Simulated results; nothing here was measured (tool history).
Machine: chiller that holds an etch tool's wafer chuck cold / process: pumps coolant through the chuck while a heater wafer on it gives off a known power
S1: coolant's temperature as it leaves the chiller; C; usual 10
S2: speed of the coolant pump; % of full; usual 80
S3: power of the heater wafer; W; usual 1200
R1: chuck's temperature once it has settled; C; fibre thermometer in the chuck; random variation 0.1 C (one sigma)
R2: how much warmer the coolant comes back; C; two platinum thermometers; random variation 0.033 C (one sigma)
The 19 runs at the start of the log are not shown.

run   hour  S1  S2    S3    R1    R2
 20  540.8  10  71   893    22  3.69
 21  567.6   2  93  1497    19  4.65
 22  605.7   2  93  1497  19.3  4.71
 23  637.6  10  75  1200  25.6  4.64
 24  667.6  10  81  1498  28.6  5.41
     674.7  -- coolant pump overhauled, once more
 25  691.9  10  81  1498  28.4  5.28
 26  726.1  10  81  1498  28.4  5.27
 27  770.8  10  74  1668  31.6  6.43
 28  809.3  10  74  1668  31.8  6.45
 29    849  10  80   849  20.5  3.05
 30  890.3  10  80   849  20.5  3.07
 31  922.4  10  80   849  20.5  3.03

Consider 4 possible next runs. They are alternatives, not a sequence: every one starts from the tool as it was left by run 31. What does each give?
  A  957.8   7  66  1328   ?   ?
  B  957.8   5  76   800   ?   ?
  C  957.8  11  80  1200   ?   ?
  D  957.8   7  80  1200   ?   ?

run    R1    R2
  A  25.7  5.83
  B  15.3   3.1
  C    26  4.32
  D    22  4.35
Stripped of hidden state, with their random variation kept, the same runs would have yielded:
run    R1    R2
  A  22.7  5.76
  B  13.7  3.06
  C  23.6  4.27
  D  19.5   4.3

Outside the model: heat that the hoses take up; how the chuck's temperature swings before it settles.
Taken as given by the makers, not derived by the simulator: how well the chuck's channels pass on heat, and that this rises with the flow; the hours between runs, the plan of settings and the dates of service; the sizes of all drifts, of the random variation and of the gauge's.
